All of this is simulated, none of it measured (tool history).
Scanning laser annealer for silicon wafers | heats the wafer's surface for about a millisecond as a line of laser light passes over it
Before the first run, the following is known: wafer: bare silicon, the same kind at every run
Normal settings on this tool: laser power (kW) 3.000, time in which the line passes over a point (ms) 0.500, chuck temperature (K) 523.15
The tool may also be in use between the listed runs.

| run | hour | laser power (kW) | time in which the line passes over a point (ms) | chuck temperature (K) | highest temperature of the surface (K) |
|---|---|---|---|---|---|
| 1 | 0.0 | 3.000 | 0.500 | 523.15 | 1321.15 |
| 2 | 11.3 | 3.000 | 0.500 | 523.15 | 1323.15 |
| 3 | 30.1 | 3.186 | 0.500 | 523.15 | 1381.15 |
| 4 | 44.0 | 3.000 | 0.514 | 523.15 | 1334.15 |
| 5 | 63.2 | 3.000 | 0.514 | 523.15 | 1331.15 |
| 6 | 82.2 | 3.000 | 0.500 | 523.15 | 1320.15 |
| 7 | 100.0 | 3.000 | 0.500 | 503.15 | 1297.15 |
| 8 | 116.3 | 3.000 | 0.500 | 503.15 | 1301.15 |
| 9 | 131.6 | 3.000 | 0.500 | 523.15 | 1319.15 |
| 10 | 146.5 | 3.000 | 0.500 | 523.15 | 1317.15 |
| 11 | 154.9 | 3.000 | 0.500 | 523.15 | 1320.15 |
| 12 | 170.0 | 3.000 | 0.500 | 523.15 | 1320.15 |
| 13 | 183.4 | 3.000 | 0.500 | 523.15 | 1317.15 |
| 14 | 197.3 | 3.000 | 0.500 | 523.15 | 1315.15 |
| 15 | 216.9 | 3.000 | 0.500 | 523.15 | 1318.15 |
| 16 | 233.9 | 3.000 | 0.500 | 523.15 | 1313.15 |
| 17 | 250.6 | 3.000 | 0.500 | 523.15 | 1313.15 |
| 18 | 265.5 | 3.000 | 0.500 | 523.15 | 1317.15 |
| 19 | 278.5 | 3.000 | 0.500 | 523.15 | 1315.15 |
| 20 | 287.4 | 3.000 | 0.500 | 523.15 | 1316.15 |
|  | 292.0 | laser's power meter calibrated |
| 21 | 301.9 | 3.111 | 0.352 | 523.15 | 1203.15 |
| 22 | 315.5 | 3.166 | 0.503 | 523.15 | 1375.15 |
| 23 | 327.1 | 3.166 | 0.503 | 523.15 | 1372.15 |
| 24 | 336.5 | 3.002 | 0.503 | 523.15 | 1320.15 |
| 25 | 353.9 | 2.716 | 0.519 | 552.15 | 1264.15 |
| 26 | 368.3 | 2.669 | 0.353 | 510.15 | 1072.15 |
| 27 | 386.0 | 2.669 | 0.508 | 539.15 | 1229.15 |
| 28 | 400.3 | 3.020 | 0.551 | 526.15 | 1367.15 |
|  | 405.9 | laser's power meter calibrated, once more |
| 29 | 419.5 | 3.000 | 0.500 | 521.15 | 1306.15 |
| 30 | 434.2 | 2.803 | 0.470 | 505.15 | 1201.15 |
|  | 442.3 | optics aligned, line set to its width |
|  | 448.9 | window over the wafer cleaned |
| 31 | 454.5 | 2.970 | 0.610 | 498.15 | 1400.15 |
| 32 | 471.7 | 3.049 | 0.391 | 523.15 | 1244.15 |
| 33 | 486.1 | 2.656 | 0.352 | 487.15 | 1064.15 |
| 34 | 496.0 | 2.910 | 0.442 | 503.15 | 1232.15 |
| 35 | 514.6 | 2.932 | 0.442 | 554.15 | 1293.15 |
| 36 | 529.2 | 2.932 | 0.442 | 554.15 | 1293.15 |
| 37 | 548.8 | 2.932 | 0.442 | 554.15 | 1294.15 |
| 38 | 558.2 | 2.985 | 0.594 | 502.15 | 1393.15 |
| 39 | 573.8 | 2.985 | 0.594 | 502.15 | 1394.15 |
| 40 | 582.3 | 2.985 | 0.594 | 502.15 | 1394.15 |

Per-run results on a tool with no hidden state, each run keeping its own random variation:
Hidden state at play: light that passes the window, % of a clean one's; laser's true power over the reading, %; width of the line over the set one, %; drift of the gauge itself on peak_c, C.
| run | highest temperature of the surface (K) |
|---|---|
| 1 | 1344.15 |
| 2 | 1346.15 |
| 3 | 1407.15 |
| 4 | 1358.15 |
| 5 | 1355.15 |
| 6 | 1345.15 |
| 7 | 1322.15 |
| 8 | 1327.15 |
| 9 | 1344.15 |
| 10 | 1343.15 |
| 11 | 1346.15 |
| 12 | 1346.15 |
| 13 | 1344.15 |
| 14 | 1342.15 |
| 15 | 1345.15 |
| 16 | 1340.15 |
| 17 | 1341.15 |
| 18 | 1345.15 |
| 19 | 1343.15 |
| 20 | 1345.15 |
| 21 | 1227.15 |
| 22 | 1405.15 |
| 23 | 1403.15 |
| 24 | 1349.15 |
| 25 | 1290.15 |
| 26 | 1092.15 |
| 27 | 1255.15 |
| 28 | 1399.15 |
| 29 | 1339.15 |
| 30 | 1231.15 |
| 31 | 1405.15 |
| 32 | 1248.15 |
| 33 | 1067.15 |
| 34 | 1236.15 |
| 35 | 1298.15 |
| 36 | 1298.15 |
| 37 | 1300.15 |
| 38 | 1400.15 |
| 39 | 1402.15 |
| 40 | 1401.15 |

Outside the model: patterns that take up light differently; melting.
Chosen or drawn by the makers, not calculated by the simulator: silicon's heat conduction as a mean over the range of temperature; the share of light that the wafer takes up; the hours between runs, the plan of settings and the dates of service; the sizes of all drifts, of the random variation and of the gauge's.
